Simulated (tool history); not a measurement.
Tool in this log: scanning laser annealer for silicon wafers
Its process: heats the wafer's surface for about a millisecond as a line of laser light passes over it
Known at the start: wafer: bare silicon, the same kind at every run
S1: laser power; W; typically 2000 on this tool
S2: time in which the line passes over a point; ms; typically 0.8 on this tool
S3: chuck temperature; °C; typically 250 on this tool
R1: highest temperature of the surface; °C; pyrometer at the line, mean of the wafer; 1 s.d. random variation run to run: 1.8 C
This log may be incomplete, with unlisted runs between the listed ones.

run 1 hour=0 | S1=2000 S2=0.8 S3=250 | R1=1034
run 2 hour=55.6 | S1=2000 S2=0.8 S3=250 | R1=1037
-- hour=111.7 optics aligned, line set to its width
run 3 hour=111.7 | S1=2000 S2=0.8 S3=250 | R1=1040
run 4 hour=140.3 | S1=2000 S2=0.668 S3=250 | R1=978
run 5 hour=168 | S1=2121 S2=0.668 S3=250 | R1=1021
run 6 hour=221.7 | S1=2000 S2=0.657 S3=250 | R1=973
run 7 hour=245.3 | S1=2000 S2=0.8 S3=250 | R1=1036
run 8 hour=287.7 | S1=2000 S2=0.8 S3=250 | R1=1035
run 9 hour=342.2 | S1=2053 S2=0.8 S3=250 | R1=1063
run 10 hour=373.3 | S1=2053 S2=0.8 S3=250 | R1=1059
run 11 hour=414.1 | S1=1894 S2=0.8 S3=250 | R1=996
run 12 hour=461.6 | S1=1894 S2=0.8 S3=250 | R1=991
run 13 hour=500.7 | S1=1894 S2=0.8 S3=250 | R1=993
run 14 hour=552.5 | S1=1894 S2=0.8 S3=250 | R1=995
run 15 hour=582.6 | S1=1894 S2=0.8 S3=278 | R1=1023
run 16 hour=609.7 | S1=1894 S2=0.8 S3=255 | R1=999
run 17 hour=663.7 | S1=1894 S2=0.8 S3=255 | R1=999
-- hour=682.3 window over the wafer cleaned
run 18 hour=691.1 | S1=2000 S2=0.8 S3=250 | R1=1038
run 19 hour=746.5 | S1=2000 S2=0.8 S3=256 | R1=1042
run 20 hour=783.8 | S1=2000 S2=0.998 S3=250 | R1=1116
run 21 hour=820.1 | S1=2000 S2=0.8 S3=213 | R1=1002
run 22 hour=853.6 | S1=2000 S2=0.8 S3=213 | R1=1000
run 23 hour=906.6 | S1=1960 S2=0.8 S3=250 | R1=1021
run 24 hour=929.7 | S1=1754 S2=0.888 S3=262 | R1=981
run 25 hour=954.5 | S1=2000 S2=0.8 S3=275 | R1=1062
run 26 hour=997.6 | S1=1762 S2=0.981 S3=276 | R1=1029
run 27 hour=1044.4 | S1=1762 S2=0.981 S3=276 | R1=1033
run 28 hour=1085.3 | S1=2076 S2=0.999 S3=230 | R1=1132
run 29 hour=1135.5 | S1=2076 S2=0.999 S3=230 | R1=1134
run 30 hour=1181.5 | S1=2076 S2=0.638 S3=221 | R1=957
run 31 hour=1226.4 | S1=1715 S2=0.875 S3=264 | R1=961
run 32 hour=1276.7 | S1=2057 S2=0.788 S3=250 | R1=1055
run 33 hour=1311.9 | S1=2143 S2=0.691 S3=269 | R1=1061
run 34 hour=1365.3 | S1=2007 S2=0.706 S3=257 | R1=1006
run 35 hour=1421.3 | S1=2029 S2=0.784 S3=211 | R1=1000
run 36 hour=1458.7 | S1=1811 S2=0.784 S3=237 | R1=944
run 37 hour=1506.4 | S1=1751 S2=0.662 S3=250 | R1=879
run 38 hour=1557.5 | S1=1774 S2=0.694 S3=273 | R1=924
-- hour=1596.8 window over the wafer cleaned
run 39 hour=1599.8 | S1=2049 S2=0.843 S3=215 | R1=1043
run 40 hour=1633.5 | S1=2000 S2=0.768 S3=214 | R1=987
run 41 hour=1684.1 | S1=1852 S2=0.8 S3=266 | R1=990

Here are 4 independent what-if runs from the current tool condition. What would each one return?
run A hour=1723 | S1=2000 S2=0.8 S3=222 | R1=?
run B hour=1723 | S1=1852 S2=0.888 S3=266 | R1=?
run C hour=1723 | S1=1852 S2=0.806 S3=266 | R1=?
run D hour=1723 | S1=1852 S2=0.8 S3=271 | R1=?

run=A R1=1009
run=B R1=1026
run=C R1=996
run=D R1=994
With no hidden state in the tool, these same runs would have given:
run=A R1=1009
run=B R1=1027
run=C R1=997
run=D R1=995
